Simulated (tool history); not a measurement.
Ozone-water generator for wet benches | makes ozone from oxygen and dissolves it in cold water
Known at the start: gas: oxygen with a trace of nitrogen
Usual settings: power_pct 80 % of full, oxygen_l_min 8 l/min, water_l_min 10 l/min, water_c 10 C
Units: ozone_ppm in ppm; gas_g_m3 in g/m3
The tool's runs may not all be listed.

{"run": 1, "hour": 0.0, "power_pct": 80, "oxygen_l_min": 8, "water_l_min": 10, "water_c": 10, "ozone_ppm": 40.7, "gas_g_m3": 210.7}
{"run": 2, "hour": 33.6, "power_pct": 80, "oxygen_l_min": 8, "water_l_min": 10, "water_c": 10, "ozone_ppm": 41.7, "gas_g_m3": 212.3}
{"run": 3, "hour": 66.2, "power_pct": 80, "oxygen_l_min": 12.37, "water_l_min": 10, "water_c": 10, "ozone_ppm": 36.7, "gas_g_m3": 167.5}
{"run": 4, "hour": 104.4, "power_pct": 80, "oxygen_l_min": 12.37, "water_l_min": 10, "water_c": 10, "ozone_ppm": 36.8, "gas_g_m3": 166.6}
{"run": 5, "hour": 144.8, "power_pct": 80, "oxygen_l_min": 8, "water_l_min": 10, "water_c": 10, "ozone_ppm": 40.8, "gas_g_m3": 211.6}
{"run": 6, "hour": 181.4, "power_pct": 80, "oxygen_l_min": 8, "water_l_min": 10, "water_c": 10, "ozone_ppm": 40.9, "gas_g_m3": 212}
{"run": 7, "hour": 203.8, "power_pct": 80, "oxygen_l_min": 8, "water_l_min": 10, "water_c": 10, "ozone_ppm": 41.1, "gas_g_m3": 210.1}
{"run": 8, "hour": 226.8, "power_pct": 80, "oxygen_l_min": 8, "water_l_min": 10, "water_c": 10, "ozone_ppm": 40.8, "gas_g_m3": 213.1}
{"run": 9, "hour": 260.4, "power_pct": 80, "oxygen_l_min": 8, "water_l_min": 10, "water_c": 10, "ozone_ppm": 41.1, "gas_g_m3": 210.5}
{"run": 10, "hour": 286.2, "power_pct": 80, "oxygen_l_min": 8, "water_l_min": 10, "water_c": 6, "ozone_ppm": 44.8, "gas_g_m3": 211.3}
{"run": 11, "hour": 325.7, "power_pct": 80, "oxygen_l_min": 8, "water_l_min": 10, "water_c": 5, "ozone_ppm": 44.9, "gas_g_m3": 211.9}
{"run": 12, "hour": 365.9, "power_pct": 80, "oxygen_l_min": 8, "water_l_min": 10, "water_c": 6, "ozone_ppm": 44.5, "gas_g_m3": 211.3}
{"run": 13, "hour": 396.7, "power_pct": 80, "oxygen_l_min": 8, "water_l_min": 10, "water_c": 6, "ozone_ppm": 44.8, "gas_g_m3": 211}
{"run": 14, "hour": 414.9, "power_pct": 54, "oxygen_l_min": 4.8, "water_l_min": 10, "water_c": 10, "ozone_ppm": 30.4, "gas_g_m3": 197.7}
{"run": 15, "hour": 455.1, "power_pct": 80, "oxygen_l_min": 5.42, "water_l_min": 10, "water_c": 16, "ozone_ppm": 38.8, "gas_g_m3": 261.1}
{"run": 16, "hour": 496.2, "power_pct": 72, "oxygen_l_min": 6.08, "water_l_min": 16, "water_c": 9, "ozone_ppm": 28.9, "gas_g_m3": 221.9}
{"hour": 518.9, "done": "water thermometer calibrated"}
{"run": 17, "hour": 534.7, "power_pct": 67, "oxygen_l_min": 11.79, "water_l_min": 11, "water_c": 6, "ozone_ppm": 33.3, "gas_g_m3": 142.9}
{"run": 18, "hour": 575.0, "power_pct": 47, "oxygen_l_min": 6.1, "water_l_min": 15, "water_c": 9, "ozone_ppm": 20.6, "gas_g_m3": 149.8}
{"run": 19, "hour": 608.0, "power_pct": 82, "oxygen_l_min": 7.72, "water_l_min": 10, "water_c": 5, "ozone_ppm": 46, "gas_g_m3": 217.8}

4 ways to go on from here, each from the tool as it stands after run 19. What would each give?
{"run": "A", "hour": 647.7, "power_pct": 86, "oxygen_l_min": 7.47, "water_l_min": 12, "water_c": 10, "ozone_ppm": "?", "gas_g_m3": "?"}
{"run": "B", "hour": 647.7, "power_pct": 55, "oxygen_l_min": 9.59, "water_l_min": 10, "water_c": 10, "ozone_ppm": "?", "gas_g_m3": "?"}
{"run": "C", "hour": 647.7, "power_pct": 84, "oxygen_l_min": 11.07, "water_l_min": 10, "water_c": 8, "ozone_ppm": "?", "gas_g_m3": "?"}
{"run": "D", "hour": 647.7, "power_pct": 42, "oxygen_l_min": 4.04, "water_l_min": 10, "water_c": 10, "ozone_ppm": "?", "gas_g_m3": "?"}

run=A ozone_ppm=39.7 gas_g_m3=229.5
run=B ozone_ppm=27.7 gas_g_m3=135
run=C ozone_ppm=40.3 gas_g_m3=181.9
run=D ozone_ppm=24.9 gas_g_m3=170.4
Without the tool's hidden state the same runs would have given:
run=A ozone_ppm=43.4 gas_g_m3=240.4
run=B ozone_ppm=29.8 gas_g_m3=139.1
run=C ozone_ppm=44 gas_g_m3=190.3
run=D ozone_ppm=26.6 gas_g_m3=174

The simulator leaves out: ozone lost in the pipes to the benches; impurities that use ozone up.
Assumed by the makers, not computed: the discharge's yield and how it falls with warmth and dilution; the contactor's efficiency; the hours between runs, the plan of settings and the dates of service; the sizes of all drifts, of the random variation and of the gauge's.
